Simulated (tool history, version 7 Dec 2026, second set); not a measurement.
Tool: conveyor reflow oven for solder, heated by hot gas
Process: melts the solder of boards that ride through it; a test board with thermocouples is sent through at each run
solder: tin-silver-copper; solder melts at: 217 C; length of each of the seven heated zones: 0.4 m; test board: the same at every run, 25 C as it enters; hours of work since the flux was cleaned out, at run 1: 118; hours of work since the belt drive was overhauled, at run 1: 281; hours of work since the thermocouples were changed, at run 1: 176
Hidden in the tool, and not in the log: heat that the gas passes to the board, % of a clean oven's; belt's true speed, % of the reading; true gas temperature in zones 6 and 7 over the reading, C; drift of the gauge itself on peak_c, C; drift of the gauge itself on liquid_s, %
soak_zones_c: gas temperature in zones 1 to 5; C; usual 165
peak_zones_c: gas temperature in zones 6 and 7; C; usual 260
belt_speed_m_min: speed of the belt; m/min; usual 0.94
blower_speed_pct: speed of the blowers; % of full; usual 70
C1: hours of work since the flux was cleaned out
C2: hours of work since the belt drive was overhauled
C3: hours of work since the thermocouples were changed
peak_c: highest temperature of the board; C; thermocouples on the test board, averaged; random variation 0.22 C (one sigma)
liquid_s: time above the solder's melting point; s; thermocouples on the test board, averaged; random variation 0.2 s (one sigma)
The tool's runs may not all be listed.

{"run": 1, "hour": 0.0, "soak_zones_c": 165, "peak_zones_c": 260, "belt_speed_m_min": 0.94, "blower_speed_pct": 70, "C1": 118, "C2": 281, "C3": 176, "peak_c": 242.3, "liquid_s": 30.3}
{"run": 2, "hour": 25.3, "soak_zones_c": 165, "peak_zones_c": 272, "belt_speed_m_min": 0.94, "blower_speed_pct": 70, "C1": 133, "C2": 297, "C3": 191, "peak_c": 252.1, "liquid_s": 35.8}
{"run": 3, "hour": 36.2, "soak_zones_c": 165, "peak_zones_c": 260, "belt_speed_m_min": 0.967, "blower_speed_pct": 70, "C1": 140, "C2": 304, "C3": 198, "peak_c": 240.8, "liquid_s": 28.7}
{"run": 4, "hour": 47.8, "soak_zones_c": 165, "peak_zones_c": 260, "belt_speed_m_min": 0.94, "blower_speed_pct": 70, "C1": 147, "C2": 311, "C3": 205, "peak_c": 241.6, "liquid_s": 29.8}
{"run": 5, "hour": 66.1, "soak_zones_c": 165, "peak_zones_c": 260, "belt_speed_m_min": 0.94, "blower_speed_pct": 70, "C1": 159, "C2": 322, "C3": 217, "peak_c": 242, "liquid_s": 29.9}
{"run": 6, "hour": 88.8, "soak_zones_c": 165, "peak_zones_c": 260, "belt_speed_m_min": 0.94, "blower_speed_pct": 70, "C1": 173, "C2": 336, "C3": 230, "peak_c": 241.5, "liquid_s": 29.6}
{"run": 7, "hour": 104.6, "soak_zones_c": 165, "peak_zones_c": 260, "belt_speed_m_min": 0.919, "blower_speed_pct": 70, "C1": 182, "C2": 346, "C3": 240, "peak_c": 241.9, "liquid_s": 31.2}
{"run": 8, "hour": 120.8, "soak_zones_c": 165, "peak_zones_c": 260, "belt_speed_m_min": 0.919, "blower_speed_pct": 70, "C1": 192, "C2": 356, "C3": 250, "peak_c": 242.3, "liquid_s": 30.8}
{"run": 9, "hour": 143.6, "soak_zones_c": 165, "peak_zones_c": 260, "belt_speed_m_min": 0.919, "blower_speed_pct": 70, "C1": 206, "C2": 370, "C3": 264, "peak_c": 242.2, "liquid_s": 31}
{"run": 10, "hour": 164.0, "soak_zones_c": 165, "peak_zones_c": 260, "belt_speed_m_min": 0.919, "blower_speed_pct": 70, "C1": 219, "C2": 383, "C3": 277, "peak_c": 242.4, "liquid_s": 31}
{"run": 11, "hour": 186.5, "soak_zones_c": 165, "peak_zones_c": 260, "belt_speed_m_min": 0.919, "blower_speed_pct": 70, "C1": 233, "C2": 397, "C3": 291, "peak_c": 242.4, "liquid_s": 31.2}
{"hour": 196.6, "done": "flux residue cleaned out of gas plates and filters"}
{"run": 12, "hour": 207.7, "soak_zones_c": 165, "peak_zones_c": 260, "belt_speed_m_min": 0.919, "blower_speed_pct": 70, "C1": 7, "C2": 407, "C3": 301, "peak_c": 243.4, "liquid_s": 32.3}
{"run": 13, "hour": 225.2, "soak_zones_c": 165, "peak_zones_c": 260, "belt_speed_m_min": 0.94, "blower_speed_pct": 70, "C1": 18, "C2": 417, "C3": 312, "peak_c": 242.7, "liquid_s": 31.1}
{"run": 14, "hour": 237.3, "soak_zones_c": 165, "peak_zones_c": 260, "belt_speed_m_min": 0.94, "blower_speed_pct": 70, "C1": 25, "C2": 425, "C3": 319, "peak_c": 242.7, "liquid_s": 30.6}
{"run": 15, "hour": 257.8, "soak_zones_c": 165, "peak_zones_c": 260, "belt_speed_m_min": 0.94, "blower_speed_pct": 70, "C1": 38, "C2": 438, "C3": 332, "peak_c": 242.9, "liquid_s": 30.7}
{"run": 16, "hour": 276.4, "soak_zones_c": 167, "peak_zones_c": 254, "belt_speed_m_min": 1.005, "blower_speed_pct": 77, "C1": 49, "C2": 449, "C3": 343, "peak_c": 237.7, "liquid_s": 25.4}
{"run": 17, "hour": 290.3, "soak_zones_c": 167, "peak_zones_c": 254, "belt_speed_m_min": 1.005, "blower_speed_pct": 77, "C1": 58, "C2": 458, "C3": 352, "peak_c": 237.7, "liquid_s": 25.7}
{"run": 18, "hour": 301.4, "soak_zones_c": 167, "peak_zones_c": 254, "belt_speed_m_min": 1.005, "blower_speed_pct": 77, "C1": 65, "C2": 464, "C3": 359, "peak_c": 237.4, "liquid_s": 25.5}
{"run": 19, "hour": 326.9, "soak_zones_c": 159, "peak_zones_c": 274, "belt_speed_m_min": 0.953, "blower_speed_pct": 77, "C1": 81, "C2": 480, "C3": 375, "peak_c": 254.6, "liquid_s": 35.5}
{"run": 20, "hour": 351.0, "soak_zones_c": 162, "peak_zones_c": 252, "belt_speed_m_min": 0.94, "blower_speed_pct": 62, "C1": 95, "C2": 495, "C3": 389, "peak_c": 232.9, "liquid_s": 21.9}
{"run": 21, "hour": 363.8, "soak_zones_c": 165, "peak_zones_c": 271, "belt_speed_m_min": 0.94, "blower_speed_pct": 70, "C1": 103, "C2": 503, "C3": 397, "peak_c": 251.6, "liquid_s": 35.4}
{"run": 22, "hour": 384.6, "soak_zones_c": 173, "peak_zones_c": 271, "belt_speed_m_min": 1.061, "blower_speed_pct": 53, "C1": 116, "C2": 516, "C3": 410, "peak_c": 243.2, "liquid_s": 26.7}
{"run": 23, "hour": 397.2, "soak_zones_c": 166, "peak_zones_c": 249, "belt_speed_m_min": 1.061, "blower_speed_pct": 66, "C1": 124, "C2": 524, "C3": 418, "peak_c": 228.5, "liquid_s": 15.2}
{"run": 24, "hour": 422.2, "soak_zones_c": 165, "peak_zones_c": 251, "belt_speed_m_min": 0.841, "blower_speed_pct": 74, "C1": 139, "C2": 539, "C3": 433, "peak_c": 238.7, "liquid_s": 32.8}
{"run": 25, "hour": 440.8, "soak_zones_c": 174, "peak_zones_c": 260, "belt_speed_m_min": 0.94, "blower_speed_pct": 57, "C1": 151, "C2": 551, "C3": 445, "peak_c": 240.2, "liquid_s": 30.3}
{"run": 26, "hour": 464.0, "soak_zones_c": 174, "peak_zones_c": 260, "belt_speed_m_min": 0.94, "blower_speed_pct": 57, "C1": 165, "C2": 565, "C3": 459, "peak_c": 240.7, "liquid_s": 29.9}
{"run": 27, "hour": 475.8, "soak_zones_c": 174, "peak_zones_c": 260, "belt_speed_m_min": 0.94, "blower_speed_pct": 57, "C1": 173, "C2": 572, "C3": 467, "peak_c": 240.2, "liquid_s": 29.9}
{"run": 28, "hour": 493.4, "soak_zones_c": 165, "peak_zones_c": 260, "belt_speed_m_min": 0.792, "blower_speed_pct": 57, "C1": 183, "C2": 583, "C3": 477, "peak_c": 244, "liquid_s": 37.9}
{"run": 29, "hour": 509.4, "soak_zones_c": 165, "peak_zones_c": 260, "belt_speed_m_min": 0.94, "blower_speed_pct": 60, "C1": 193, "C2": 593, "C3": 487, "peak_c": 239.4, "liquid_s": 27.3}
{"run": 30, "hour": 527.4, "soak_zones_c": 171, "peak_zones_c": 260, "belt_speed_m_min": 0.891, "blower_speed_pct": 69, "C1": 204, "C2": 604, "C3": 498, "peak_c": 244.6, "liquid_s": 35}

Hidden state at the last listed run before each entry between runs and at the first one after, where it differs:
Between runs 11 and 12: flux residue cleaned out of gas plates and filters (hour 196.6)
  heat that the gas passes to the board, % of a clean oven's: 93.4 -> 98.7; belt's true speed, % of the reading: 99.66 -> 99.65; true gas temperature in zones 6 and 7 over the reading, C: 0.55 -> 0.57
  measured less the result without the state, peak_c: -1.3 -> +0.3 C; liquid_s: -1.1 -> +0.2 s

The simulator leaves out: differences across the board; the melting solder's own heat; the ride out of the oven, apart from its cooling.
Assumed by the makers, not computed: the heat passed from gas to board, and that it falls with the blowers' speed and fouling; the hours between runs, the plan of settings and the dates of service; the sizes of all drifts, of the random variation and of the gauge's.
